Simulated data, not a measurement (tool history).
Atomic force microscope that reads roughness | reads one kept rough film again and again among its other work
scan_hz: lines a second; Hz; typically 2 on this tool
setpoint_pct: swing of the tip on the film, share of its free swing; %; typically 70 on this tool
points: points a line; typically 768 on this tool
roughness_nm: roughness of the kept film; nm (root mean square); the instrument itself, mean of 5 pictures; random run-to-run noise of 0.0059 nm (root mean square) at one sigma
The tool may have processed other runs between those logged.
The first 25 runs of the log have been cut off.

run	hour	scan_hz	setpoint_pct	points	pictures with this tip	hours of work since the height scale was calibrated	roughness_nm
26	1389.4	0.67	70	768	92	753	1.151
# hour 1411.9: new tip fitted
27	1444.7	0.66	70	768	36	775	1.159
28	1477.7	0.66	70	768	73	789	1.161
29	1514.1	2	70	315	113	804	1.067
# hour 1519.5: new tip fitted
30	1580.1	2	86	320	66	831	0.96
# hour 1627.3: new tip fitted
31	1634.6	0.55	70	658	8	853	1.16
32	1672.1	0.55	70	658	49	869	1.163
33	1721	2.88	61	298	103	889	1.084
# hour 1734.8: new tip fitted
34	1782.9	2	67	983	53	914	1.114
35	1834.4	1.12	85	600	110	936	1.072
# hour 1839.3: new tip fitted
36	1878.4	0.87	57	600	43	953	1.159
37	1920.8	2	59	829	90	971	1.134
# hour 1948.5: new tip fitted
38	1987	0.81	79	544	42	998	1.113
39	2045.6	0.66	70	374	107	1022	1.143
# hour 2055.9: new tip fitted
40	2117.7	1.8	70	664	68	1052	1.096
# hour 2163: new tip fitted
41	2190.5	3.72	70	664	30	1082	1.006
42	2247.5	3.72	70	664	93	1105	1.008
# hour 2268.1: new tip fitted
43	2303.3	2.42	80	895	39	1128	0.997

Branching from run 43: 5 alternative next runs. What would each branch give?
# hour 2376.9: new tip fitted
A	2377	2.42	73	783	0	1158	?
# hour 2376.9: new tip fitted
B	2377	2.14	79	903	0	1158	?
# hour 2376.9: new tip fitted
C	2377	1.7	70	768	0	1158	?
# hour 2376.9: new tip fitted
D	2377	2.09	70	768	0	1158	?
# hour 2376.9: new tip fitted
E	2377	2.42	60	895	0	1158	?

run	roughness_nm
A	1.045
B	1.024
C	1.108
D	1.081
E	1.127
With no hidden state in the tool, these same runs would have given:
run	roughness_nm
A	1.045
B	1.025
C	1.108
D	1.081
E	1.127

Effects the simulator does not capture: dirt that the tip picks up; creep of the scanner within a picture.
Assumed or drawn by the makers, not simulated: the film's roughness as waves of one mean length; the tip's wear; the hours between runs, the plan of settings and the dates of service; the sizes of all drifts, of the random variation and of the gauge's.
